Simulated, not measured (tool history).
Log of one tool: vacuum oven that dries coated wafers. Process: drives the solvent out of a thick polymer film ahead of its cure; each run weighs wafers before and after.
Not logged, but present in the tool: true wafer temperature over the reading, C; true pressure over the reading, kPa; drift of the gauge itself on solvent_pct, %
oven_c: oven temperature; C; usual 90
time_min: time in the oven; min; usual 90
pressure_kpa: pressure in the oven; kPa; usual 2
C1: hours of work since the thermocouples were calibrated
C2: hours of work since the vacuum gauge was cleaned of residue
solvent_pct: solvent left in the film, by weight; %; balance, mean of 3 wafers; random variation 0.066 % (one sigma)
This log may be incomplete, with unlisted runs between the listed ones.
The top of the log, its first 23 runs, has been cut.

{"run": 24, "hour": 1687.0, "oven_c": 90, "time_min": 90, "pressure_kpa": 2, "C1": 1308, "C2": 399, "solvent_pct": 3.55}
{"run": 25, "hour": 1784.5, "oven_c": 90, "time_min": 90, "pressure_kpa": 2, "C1": 1376, "C2": 467, "solvent_pct": 3.47}
{"run": 26, "hour": 1844.5, "oven_c": 90, "time_min": 90, "pressure_kpa": 2, "C1": 1418, "C2": 509, "solvent_pct": 3.63}
{"run": 27, "hour": 1909.2, "oven_c": 90, "time_min": 116, "pressure_kpa": 2, "C1": 1463, "C2": 554, "solvent_pct": 2.42}
{"run": 28, "hour": 1959.1, "oven_c": 97, "time_min": 65, "pressure_kpa": 2, "C1": 1498, "C2": 589, "solvent_pct": 3.2}
{"run": 29, "hour": 2011.4, "oven_c": 97, "time_min": 65, "pressure_kpa": 2, "C1": 1534, "C2": 625, "solvent_pct": 3.2}
{"run": 30, "hour": 2089.6, "oven_c": 97, "time_min": 65, "pressure_kpa": 2, "C1": 1589, "C2": 680, "solvent_pct": 3.09}
{"run": 31, "hour": 2187.4, "oven_c": 97, "time_min": 65, "pressure_kpa": 2, "C1": 1657, "C2": 748, "solvent_pct": 3.11}
{"run": 32, "hour": 2237.1, "oven_c": 97, "time_min": 65, "pressure_kpa": 2, "C1": 1692, "C2": 782, "solvent_pct": 3.06}
{"run": 33, "hour": 2328.5, "oven_c": 89, "time_min": 90, "pressure_kpa": 1.76, "C1": 1755, "C2": 846, "solvent_pct": 3.67}
{"hour": 2340.5, "done": "oven's thermocouples calibrated"}
{"run": 34, "hour": 2408.1, "oven_c": 78, "time_min": 47, "pressure_kpa": 1.76, "C1": 47, "C2": 900, "solvent_pct": 12.7}
{"run": 35, "hour": 2466.5, "oven_c": 80, "time_min": 158, "pressure_kpa": 3.5, "C1": 88, "C2": 941, "solvent_pct": 5.55}
{"run": 36, "hour": 2526.9, "oven_c": 83, "time_min": 150, "pressure_kpa": 2, "C1": 130, "C2": 983, "solvent_pct": 4.01}
{"run": 37, "hour": 2616.6, "oven_c": 83, "time_min": 150, "pressure_kpa": 2, "C1": 192, "C2": 1046, "solvent_pct": 4.06}
{"run": 38, "hour": 2662.1, "oven_c": 89, "time_min": 150, "pressure_kpa": 2.22, "C1": 224, "C2": 1077, "solvent_pct": 2.48}
{"hour": 2713.4, "done": "vacuum gauge cleaned of residue and calibrated"}
{"run": 39, "hour": 2735.4, "oven_c": 96, "time_min": 65, "pressure_kpa": 1.6, "C1": 274, "C2": 15, "solvent_pct": 4.17}
{"run": 40, "hour": 2820.7, "oven_c": 96, "time_min": 65, "pressure_kpa": 1.6, "C1": 333, "C2": 75, "solvent_pct": 3.97}
{"run": 41, "hour": 2873.8, "oven_c": 97, "time_min": 90, "pressure_kpa": 2.74, "C1": 370, "C2": 112, "solvent_pct": 2.51}
{"run": 42, "hour": 2950.8, "oven_c": 102, "time_min": 97, "pressure_kpa": 1.47, "C1": 424, "C2": 165, "solvent_pct": 1.07}
{"run": 43, "hour": 3056.2, "oven_c": 102, "time_min": 97, "pressure_kpa": 1.47, "C1": 498, "C2": 239, "solvent_pct": 1.13}
{"run": 44, "hour": 3123.6, "oven_c": 104, "time_min": 77, "pressure_kpa": 2, "C1": 544, "C2": 286, "solvent_pct": 1.45}
{"run": 45, "hour": 3207.7, "oven_c": 104, "time_min": 59, "pressure_kpa": 1.9, "C1": 603, "C2": 344, "solvent_pct": 2.37}
{"run": 46, "hour": 3317.2, "oven_c": 92, "time_min": 59, "pressure_kpa": 5.4, "C1": 679, "C2": 421, "solvent_pct": 7.02}

4 ways to go on from here, each from the tool as it stands after run 46. What would each give?
{"run": "A", "hour": 3403.2, "oven_c": 97, "time_min": 115, "pressure_kpa": 2, "C1": 739, "C2": 481, "solvent_pct": "?"}
{"run": "B", "hour": 3403.2, "oven_c": 98, "time_min": 101, "pressure_kpa": 2.42, "C1": 739, "C2": 481, "solvent_pct": "?"}
{"run": "C", "hour": 3403.2, "oven_c": 86, "time_min": 90, "pressure_kpa": 1.89, "C1": 739, "C2": 481, "solvent_pct": "?"}
{"run": "D", "hour": 3403.2, "oven_c": 89, "time_min": 54, "pressure_kpa": 2.07, "C1": 739, "C2": 481, "solvent_pct": "?"}

run=A solvent_pct=1.44
run=B solvent_pct=1.72
run=C solvent_pct=5.4
run=D solvent_pct=7.51
What these runs would have given with no unlogged condition in the tool:
run=A solvent_pct=1.52
run=B solvent_pct=1.82
run=C solvent_pct=5.68
run=D solvent_pct=7.81
